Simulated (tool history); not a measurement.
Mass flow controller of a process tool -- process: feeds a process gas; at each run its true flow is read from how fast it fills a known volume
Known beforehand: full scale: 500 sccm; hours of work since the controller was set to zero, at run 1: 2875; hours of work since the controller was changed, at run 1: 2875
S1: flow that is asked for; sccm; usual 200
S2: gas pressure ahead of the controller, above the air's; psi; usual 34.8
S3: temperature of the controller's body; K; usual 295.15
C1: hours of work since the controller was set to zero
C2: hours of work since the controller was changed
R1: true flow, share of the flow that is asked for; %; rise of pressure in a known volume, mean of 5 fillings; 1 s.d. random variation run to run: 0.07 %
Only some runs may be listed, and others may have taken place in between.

| run | hour | S1 | S2 | S3 | C1 | C2 | R1 |
|---|---|---|---|---|---|---|---|
| 1 | 0.0 | 200 | 34.8 | 295.15 | 2875 | 2875 | 99.12 |
| 2 | 79.1 | 200 | 34.8 | 295.15 | 2937 | 2937 | 99.23 |
| 3 | 131.8 | 200 | 34.8 | 295.15 | 2979 | 2979 | 99.09 |
| 4 | 171.5 | 200 | 34.8 | 295.15 | 3010 | 3010 | 99.19 |
| 5 | 229.2 | 200 | 34.8 | 295.15 | 3056 | 3056 | 99.17 |
| 6 | 301.7 | 450 | 34.8 | 295.15 | 3113 | 3113 | 100.78 |
| 7 | 354.5 | 450 | 34.8 | 295.15 | 3155 | 3155 | 100.83 |
| 8 | 396.2 | 450 | 34.8 | 295.15 | 3188 | 3188 | 100.78 |
| 9 | 456.8 | 450 | 34.8 | 295.15 | 3236 | 3236 | 100.79 |
| 10 | 516.1 | 139 | 34.8 | 295.15 | 3283 | 3283 | 98.75 |
| 11 | 611.0 | 139 | 33.9 | 295.15 | 3358 | 3358 | 98.74 |
| 12 | 674.1 | 200 | 34.8 | 307.15 | 3408 | 3408 | 98.14 |
| 13 | 753.9 | 320 | 34.8 | 295.15 | 3471 | 3471 | 100.22 |
| 14 | 827.6 | 200 | 34.8 | 295.15 | 3530 | 3530 | 99.36 |
| 15 | 874.2 | 197 | 34.8 | 295.15 | 3566 | 3566 | 99.26 |
| 16 | 916.1 | 197 | 34.8 | 295.15 | 3599 | 3599 | 99.37 |
| 17 | 991.1 | 197 | 34.8 | 295.15 | 3659 | 3659 | 99.52 |
| 18 | 1050.1 | 197 | 34.8 | 295.15 | 3706 | 3706 | 99.26 |
| 19 | 1129.7 | 197 | 34.8 | 295.15 | 3769 | 3769 | 99.26 |
| 20 | 1195.0 | 197 | 33.6 | 295.15 | 3820 | 3820 | 99.36 |
| 21 | 1278.7 | 197 | 32.6 | 295.15 | 3886 | 3886 | 99.46 |
| 22 | 1343.1 | 200 | 27.1 | 295.15 | 3937 | 3937 | 99.74 |
| 23 | 1437.0 | 200 | 34.8 | 295.15 | 4012 | 4012 | 99.49 |
| 24 | 1489.3 | 200 | 34.8 | 295.15 | 4053 | 4053 | 99.52 |
| 25 | 1557.2 | 111 | 28.7 | 312.15 | 4107 | 4107 | 96.91 |
| 26 | 1636.8 | 235 | 28.3 | 294.15 | 4170 | 4170 | 100.09 |
| 27 | 1681.6 | 235 | 28.3 | 294.15 | 4205 | 4205 | 100.10 |
| 28 | 1759.4 | 363 | 35.8 | 312.15 | 4267 | 4267 | 98.93 |
| 29 | 1830.0 | 363 | 35.8 | 312.15 | 4323 | 4323 | 98.92 |
| 30 | 1917.3 | 200 | 33.2 | 299.15 | 4392 | 4392 | 99.26 |
| 31 | 1981.4 | 200 | 33.2 | 299.15 | 4442 | 4442 | 99.36 |
| 32 | 2060.4 | 200 | 33.2 | 299.15 | 4505 | 4505 | 99.33 |
| 33 | 2109.9 | 382 | 31.9 | 308.15 | 4544 | 4544 | 99.73 |
| 34 | 2156.2 | 486 | 22.2 | 300.15 | 4581 | 4581 | 101.47 |
| 35 | 2195.1 | 394 | 34.8 | 295.15 | 4611 | 4611 | 101.07 |
| 36 | 2242.9 | 394 | 34.8 | 295.15 | 4649 | 4649 | 101.02 |
| 37 | 2315.3 | 275 | 34.8 | 296.15 | 4707 | 4707 | 100.19 |
| 38 | 2368.3 | 75 | 37.4 | 304.15 | 4748 | 4748 | 96.56 |
| 39 | 2456.5 | 61 | 24.2 | 295.15 | 4818 | 4818 | 97.23 |
| 40 | 2528.8 | 61 | 24.2 | 295.15 | 4875 | 4875 | 97.23 |
| 41 | 2597.1 | 61 | 24.2 | 295.15 | 4929 | 4929 | 97.31 |
| 42 | 2663.9 | 180 | 34.8 | 295.15 | 4982 | 4982 | 99.52 |
| 43 | 2745.8 | 200 | 32.1 | 299.15 | 5047 | 5047 | 99.42 |
| 44 | 2838.3 | 200 | 24.7 | 302.15 | 5120 | 5120 | 99.45 |
| 45 | 2900.7 | 62 | 34.8 | 295.15 | 5170 | 5170 | 96.89 |
| 46 | 2952.9 | 94 | 24.5 | 308.15 | 5211 | 5211 | 97.21 |
| 47 | 3008.9 | 200 | 33.5 | 310.15 | 5255 | 5255 | 98.40 |
|  | 3046.0 | controller's zero set anew |
| 48 | 3068.2 | 390 | 25.4 | 312.15 | 18 | 5302 | 100.30 |

Pick out some run-to-run changes in R1. Of each, how much would a tool without hidden state show as well, from the settings, what came in and chance, and how much is left for the hidden state and any gauge scatter not in both results compared?
Hidden state at play: flow at rest that the sensor doesn't see, % of full scale; true flow over the shown one, %; drift of the gauge itself on true_pct, %.
Run 24 -> 25: S1 200 -> 111, S2 34.8 -> 28.7, S3 295.15 -> 312.15. R1 -2.61 %: hidden state -0.62, all else -1.99.
Run 25 -> 26: S1 111 -> 235, S2 28.7 -> 28.3, S3 312.15 -> 294.15. R1 +3.18 %: hidden state +0.76, all else +2.42.
Run 37 -> 38: S1 275 -> 75, S2 34.8 -> 37.4, S3 296.15 -> 304.15. R1 -3.63 %: hidden state -1.74, all else -1.89.
Run 41 -> 42: S1 61 -> 180, S2 24.2 -> 34.8. R1 +2.21 %: hidden state +2.05, all else +0.16.
Run 44 -> 45: S1 200 -> 62, S2 24.7 -> 34.8, S3 302.15 -> 295.15. R1 -2.56 %: hidden state -2.17, all else -0.39.
